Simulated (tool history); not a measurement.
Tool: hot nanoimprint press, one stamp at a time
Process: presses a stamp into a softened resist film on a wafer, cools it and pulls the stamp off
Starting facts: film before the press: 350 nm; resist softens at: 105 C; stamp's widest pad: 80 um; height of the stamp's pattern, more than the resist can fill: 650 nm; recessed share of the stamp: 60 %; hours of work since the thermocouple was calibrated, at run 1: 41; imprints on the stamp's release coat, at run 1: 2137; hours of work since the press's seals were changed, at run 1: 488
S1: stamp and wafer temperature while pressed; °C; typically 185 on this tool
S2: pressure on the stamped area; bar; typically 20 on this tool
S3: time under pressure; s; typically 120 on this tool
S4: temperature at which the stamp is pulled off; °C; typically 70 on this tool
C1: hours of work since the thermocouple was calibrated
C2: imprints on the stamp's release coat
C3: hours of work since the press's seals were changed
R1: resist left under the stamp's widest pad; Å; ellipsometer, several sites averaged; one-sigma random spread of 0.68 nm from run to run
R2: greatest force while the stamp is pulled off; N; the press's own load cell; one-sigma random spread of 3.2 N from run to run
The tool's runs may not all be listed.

| run | hour | S1 | S2 | S3 | S4 | C1 | C2 | C3 | R1 | R2 |
|---|---|---|---|---|---|---|---|---|---|---|
| 1 | 0 | 185 | 20 | 120 | 70 | 41 | 2137 | 488 | 2037 | 310 |
| 2 | 20.8 | 185 | 20 | 120 | 70 | 54 | 2191 | 501 | 2055 | 323 |
| 3 | 56.1 | 185 | 20 | 120 | 70 | 74 | 2282 | 522 | 2055 | 323 |
|  | 73.4 | press's hydraulic seals changed and the load cell set to zero |
|  | 87.3 | stamp cleaned and given a new release coat |
| 4 | 107 | 185 | 20 | 120 | 70 | 96 | 51 | 16 | 2023 | 155 |
| 5 | 134.3 | 187 | 20 | 120 | 70 | 112 | 121 | 33 | 1941 | 169 |
| 6 | 174.6 | 187 | 20 | 120 | 70 | 136 | 226 | 56 | 1929 | 169 |
| 7 | 215.9 | 187 | 20 | 120 | 70 | 161 | 333 | 81 | 1930 | 177 |
| 8 | 235.5 | 185 | 20 | 120 | 70 | 172 | 384 | 92 | 2040 | 176 |
| 9 | 269.6 | 185 | 20 | 120 | 70 | 193 | 472 | 113 | 2049 | 187 |
| 10 | 313 | 185 | 20 | 120 | 70 | 218 | 585 | 138 | 2055 | 191 |
| 11 | 351 | 185 | 24.1 | 120 | 70 | 241 | 683 | 161 | 1911 | 204 |
| 12 | 381 | 185 | 24.1 | 120 | 70 | 259 | 761 | 179 | 1910 | 206 |
| 13 | 412.3 | 185 | 24.1 | 120 | 70 | 277 | 842 | 197 | 1923 | 214 |
| 14 | 446.8 | 185 | 24.1 | 120 | 70 | 298 | 932 | 218 | 1934 | 220 |
| 15 | 468.3 | 185 | 24.1 | 120 | 70 | 310 | 987 | 230 | 1931 | 231 |
| 16 | 497.1 | 191 | 20.8 | 151 | 68 | 327 | 1062 | 248 | 1603 | 234 |
| 17 | 529 | 191 | 20.6 | 151 | 68 | 346 | 1145 | 266 | 1606 | 253 |
| 18 | 553.8 | 185 | 20 | 179 | 70 | 361 | 1209 | 281 | 1828 | 238 |
| 19 | 576.7 | 185 | 20 | 179 | 70 | 375 | 1269 | 295 | 1823 | 251 |
| 20 | 618.1 | 185 | 20 | 179 | 70 | 399 | 1376 | 319 | 1849 | 258 |
| 21 | 653.1 | 191 | 15.3 | 71 | 61 | 420 | 1467 | 340 | 2329 | 314 |
| 22 | 673.8 | 185 | 20 | 120 | 72 | 432 | 1520 | 352 | 2104 | 253 |
| 23 | 715.5 | 185 | 20 | 126 | 68 | 457 | 1628 | 377 | 2082 | 284 |
| 24 | 752.7 | 185 | 20 | 126 | 68 | 479 | 1725 | 399 | 2087 | 302 |
|  | 765.5 | plate thermocouple calibrated |
| 25 | 788.2 | 189 | 25.7 | 120 | 70 | 13 | 1809 | 418 | 1647 | 281 |
| 26 | 823.8 | 185 | 13.7 | 82 | 63 | 35 | 1901 | 439 | 2553 | 335 |
| 27 | 859 | 185 | 13.7 | 82 | 63 | 55 | 1993 | 460 | 2552 | 347 |
| 28 | 896 | 185 | 20 | 143 | 57 | 77 | 2089 | 482 | 1939 | 394 |
| 29 | 937.8 | 185 | 20 | 143 | 57 | 102 | 2197 | 507 | 1940 | 397 |

Hidden state at the last listed run before each entry between runs and at the first one after, where it differs:
From run 3 to run 4: press's hydraulic seals changed and the load cell set to zero (hour 73.4); stamp cleaned and given a new release coat (hour 87.3)
  true temperature over the reading, C: -0.22 -> -0.3; pressure that arrives at the usual setting, %: 96.59 -> 100.36; grip of the stamp's worn release coat, % over a new coat's: 111.9 -> 2.1
  measured result minus the result with no hidden state, R1: +38 -> +13 Å; R2: +171 -> +4 N
From run 24 to run 25: plate thermocouple calibrated (hour 765.5)
  true temperature over the reading, C: -1.59 -> -0.14; pressure that arrives at the usual setting, %: 98.14 -> 98.02; grip of the stamp's worn release coat, % over a new coat's: 81.2 -> 85.7
  measured result minus the result with no hidden state, R1: +99 -> +25 Å; R2: +142 -> +130 N

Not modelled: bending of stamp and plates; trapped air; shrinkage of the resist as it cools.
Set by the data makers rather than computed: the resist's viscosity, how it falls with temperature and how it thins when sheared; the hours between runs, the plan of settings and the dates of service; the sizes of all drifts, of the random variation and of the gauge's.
